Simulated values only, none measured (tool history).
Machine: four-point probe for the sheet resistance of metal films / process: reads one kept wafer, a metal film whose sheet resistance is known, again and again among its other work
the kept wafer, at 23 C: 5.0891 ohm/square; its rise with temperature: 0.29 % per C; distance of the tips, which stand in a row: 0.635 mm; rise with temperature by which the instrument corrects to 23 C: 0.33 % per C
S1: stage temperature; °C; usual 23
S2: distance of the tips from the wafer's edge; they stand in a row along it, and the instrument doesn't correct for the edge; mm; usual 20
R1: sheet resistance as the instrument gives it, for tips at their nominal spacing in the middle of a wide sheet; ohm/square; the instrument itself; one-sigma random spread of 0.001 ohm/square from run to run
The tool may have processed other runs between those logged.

| run | hour | S1 | S2 | R1 |
|---|---|---|---|---|
| 1 | 0.0 | 23 | 20 | 5.134601 |
| 2 | 116.1 | 23 | 20 | 5.138263 |
| 3 | 210.5 | 23 | 20 | 5.140764 |
| 4 | 294.3 | 32 | 20 | 5.122389 |
| 5 | 370.3 | 23 | 4 | 5.208373 |
| 6 | 472.4 | 23 | 4 | 5.210117 |
| 7 | 587.1 | 23 | 20 | 5.146699 |
| 8 | 701.0 | 23 | 20 | 5.151101 |
| 9 | 816.3 | 23 | 20 | 5.152812 |
| 10 | 916.6 | 23 | 20 | 5.153559 |
| 11 | 986.4 | 23 | 20 | 5.154319 |
| 12 | 1045.0 | 23 | 20 | 5.153511 |
| 13 | 1160.0 | 34 | 20 | 5.136184 |
| 14 | 1246.0 | 23 | 20 | 5.146909 |
| 15 | 1319.3 | 34 | 6 | 5.155226 |
| 16 | 1430.8 | 24 | 37 | 5.144448 |
| 17 | 1521.6 | 21 | 69 | 5.157036 |
| 18 | 1624.3 | 23 | 6 | 5.183150 |
| 19 | 1691.3 | 20 | 5 | 5.204068 |
| 20 | 1788.0 | 30 | 12 | 5.083072 |
| 21 | 1892.6 | 22 | 41 | 5.094231 |
| 22 | 1958.6 | 22 | 47 | 5.095613 |
| 23 | 2037.2 | 24 | 15 | 5.096168 |
| 24 | 2108.0 | 18 | 15 | 5.111644 |
| 25 | 2200.1 | 34 | 20 | 5.080086 |
| 26 | 2280.1 | 24 | 5 | 5.138735 |

Not shown: 3 entries that the log had between the listed runs. Between which runs, and how does the tool's hidden state differ before and after?
From run 6 to run 7: stage's thermometer calibrated (hour 575.5)
  inner tips' distance over the nominal, %: 0.811 -> 0.84; tips' flats over new ones', %: 56 -> 61; wafer's true temperature over the reading, C: 0.5 -> 0.62
  measured minus no-state result, R1: +0.052853 -> +0.055642 ohm/square
From run 13 to run 14: stage's thermometer calibrated, once more (hour 1229.1)
  inner tips' distance over the nominal, %: 1.002 -> 1.025; tips' flats over new ones', %: 84 -> 88; wafer's true temperature over the reading, C: 0.71 -> -0.03
  measured minus no-state result, R1: +0.065342 -> +0.056073 ohm/square
From run 19 to run 20: new probe head fitted (hour 1773.9)
  inner tips' distance over the nominal, %: 1.158 -> -0.005; tips' flats over new ones', %: 107 -> 1; wafer's true temperature over the reading, C: 0.04 -> 0.05
  measured minus no-state result, R1: +0.065007 -> +0.000516 ohm/square

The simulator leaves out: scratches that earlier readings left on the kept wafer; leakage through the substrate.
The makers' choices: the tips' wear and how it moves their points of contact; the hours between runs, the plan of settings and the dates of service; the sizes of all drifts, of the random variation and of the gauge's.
